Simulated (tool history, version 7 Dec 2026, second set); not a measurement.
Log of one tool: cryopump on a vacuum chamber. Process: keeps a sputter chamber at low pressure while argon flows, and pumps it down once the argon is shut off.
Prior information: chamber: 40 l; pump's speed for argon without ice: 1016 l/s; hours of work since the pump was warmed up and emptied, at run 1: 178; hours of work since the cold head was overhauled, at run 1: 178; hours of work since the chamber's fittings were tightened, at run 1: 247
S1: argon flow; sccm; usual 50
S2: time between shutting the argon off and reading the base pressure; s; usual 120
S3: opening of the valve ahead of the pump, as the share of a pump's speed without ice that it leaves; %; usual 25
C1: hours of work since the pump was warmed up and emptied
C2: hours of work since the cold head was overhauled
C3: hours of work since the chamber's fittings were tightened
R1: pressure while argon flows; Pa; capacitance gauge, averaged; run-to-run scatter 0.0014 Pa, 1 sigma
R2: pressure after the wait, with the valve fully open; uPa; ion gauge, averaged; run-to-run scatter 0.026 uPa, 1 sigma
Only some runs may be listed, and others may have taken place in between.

Run 1, hour 0.0: usual settings; C1 178; C2 178; C3 247. Result: R1 0.3371 Pa, R2 1.38 uPa.
Run 2, hour 21.5: usual settings but S2 274 s; C1 189; C2 189; C3 258. Result: R1 0.3356 Pa, R2 0.89 uPa.
Run 3, hour 32.7: usual settings; C1 194; C2 194; C3 263. Result: R1 0.3374 Pa, R2 1.44 uPa.
Run 4, hour 46.0: usual settings; C1 201; C2 201; C3 270. Result: R1 0.3374 Pa, R2 1.49 uPa.
Run 5, hour 58.3: usual settings; C1 207; C2 207; C3 276. Result: R1 0.3395 Pa, R2 1.45 uPa.
Run 6, hour 81.5: usual settings; C1 219; C2 219; C3 287. Result: R1 0.3394 Pa, R2 1.44 uPa.
Run 7, hour 95.1: usual settings; C1 225; C2 225; C3 294. Result: R1 0.3405 Pa, R2 1.46 uPa.
Run 8, hour 116.5: usual settings; C1 236; C2 236; C3 305. Result: R1 0.3392 Pa, R2 1.48 uPa.
Run 9, hour 127.8: usual settings; C1 242; C2 242; C3 311. Result: R1 0.3391 Pa, R2 1.47 uPa.
Run 10, hour 141.6: usual settings but S2 82 s; C1 249; C2 249; C3 317. Result: R1 0.3363 Pa, R2 1.85 uPa.
Run 11, hour 153.0: usual settings; C1 254; C2 254; C3 323. Result: R1 0.3390 Pa, R2 1.49 uPa.
Run 12, hour 173.2: usual settings; C1 264; C2 264; C3 333. Result: R1 0.3390 Pa, R2 1.50 uPa.
Run 13, hour 194.1: usual settings but S3 46 %; C1 275; C2 275; C3 344. Result: R1 0.1883 Pa, R2 1.54 uPa.
Run 14, hour 217.3: usual settings but S1 71 sccm; C1 286; C2 286; C3 355. Result: R1 0.4821 Pa, R2 1.50 uPa.
Run 15, hour 234.7: usual settings but S1 71 sccm; C1 295; C2 295; C3 364. Result: R1 0.4798 Pa, R2 1.53 uPa.
Run 16, hour 245.0: usual settings but S1 71 sccm; C1 300; C2 300; C3 369. Result: R1 0.4822 Pa, R2 1.48 uPa.
Run 17, hour 267.7: usual settings but S1 71 sccm, S3 44 %; C1 311; C2 311; C3 380. Result: R1 0.2770 Pa, R2 1.56 uPa.
Run 18, hour 290.8: usual settings but S1 79 sccm, S2 226 s, S3 17 %; C1 323; C2 323; C3 392. Result: R1 0.7850 Pa, R2 1.25 uPa.
Run 19, hour 314.8: usual settings but S1 79 sccm, S2 226 s, S3 17 %; C1 335; C2 335; C3 404. Result: R1 0.7850 Pa, R2 1.15 uPa.
Run 20, hour 329.3: usual settings but S2 141 s; C1 342; C2 342; C3 411. Result: R1 0.3396 Pa, R2 1.45 uPa.
Run 21, hour 348.4: usual settings but S1 87 sccm, S2 277 s, S3 41 %; C1 352; C2 352; C3 421. Result: R1 0.3654 Pa, R2 1.08 uPa.
Run 22, hour 363.9: usual settings but S1 87 sccm, S2 277 s, S3 41 %; C1 359; C2 359; C3 428. Result: R1 0.3660 Pa, R2 1.13 uPa.
Run 23, hour 375.1: usual settings but S1 87 sccm, S2 277 s, S3 41 %; C1 365; C2 365; C3 434. Result: R1 0.3678 Pa, R2 1.19 uPa.
Run 24, hour 398.6: usual settings but S2 22 s, S3 17 %; C1 377; C2 377; C3 446. Result: R1 0.4991 Pa, R2 5.26 uPa.
Run 25, hour 413.8: usual settings but S2 64 s, S3 39 %; C1 384; C2 384; C3 453. Result: R1 0.2226 Pa, R2 2.33 uPa.
Run 26, hour 426.8: usual settings but S1 71 sccm, S2 117 s; C1 391; C2 391; C3 460. Result: R1 0.4852 Pa, R2 1.66 uPa.
Run 27, hour 449.4: usual settings but S1 96 sccm, S2 106 s, S3 31 %; C1 402; C2 402; C3 471. Result: R1 0.5293 Pa, R2 1.74 uPa.
Run 28, hour 470.6: usual settings but S1 64 sccm, S2 171 s, S3 19 %; C1 413; C2 413; C3 481. Result: R1 0.5716 Pa, R2 1.46 uPa.
Run 29, hour 494.0: usual settings but S1 64 sccm, S2 171 s, S3 19 %; C1 424; C2 424; C3 493. Result: R1 0.5719 Pa, R2 1.45 uPa.
Run 30, hour 505.6: usual settings but S1 64 sccm, S2 171 s, S3 19 %; C1 430; C2 430; C3 499. Result: R1 0.5710 Pa, R2 1.52 uPa.
Run 31, hour 521.8: usual settings but S1 20 sccm, S2 159 s, S3 19 %; C1 438; C2 438; C3 507. Result: R1 0.1788 Pa, R2 1.54 uPa.
Run 32, hour 536.6: usual settings but S1 45 sccm, S2 57 s, S3 34 %; C1 445; C2 445; C3 514. Result: R1 0.2278 Pa, R2 2.61 uPa.
Run 33, hour 560.0: usual settings but S1 45 sccm, S2 57 s, S3 34 %; C1 457; C2 457; C3 526. Result: R1 0.2283 Pa, R2 2.68 uPa.

Branching from run 33: 4 alternative next runs. What would each branch give?
Run A, hour 582.6: usual settings but S1 29 sccm, S2 166 s, S3 16 %; C1 468; C2 468; C3 537. Result: R1 ?, R2 ?.
Run B, hour 582.6: usual settings but S3 44 %; C1 468; C2 468; C3 537. Result: R1 ?, R2 ?.
Run C, hour 582.6: usual settings but S1 52 sccm, S2 155 s, S3 28 %; C1 468; C2 468; C3 537. Result: R1 ?, R2 ?.
Run D, hour 582.6: usual settings but S1 54 sccm, S2 48 s, S3 16 %; C1 468; C2 468; C3 537. Result: R1 ?, R2 ?.

run      R1    R2
  A  0.3059  1.53
  B  0.1990  1.76
  C  0.3221  1.52
  D  0.5706  2.97
Had the tool no hidden state, the same runs would have come out as:
run      R1    R2
  A  0.3001  0.89
  B  0.1890  1.11
  C  0.3116  0.88
  D  0.5598  2.32
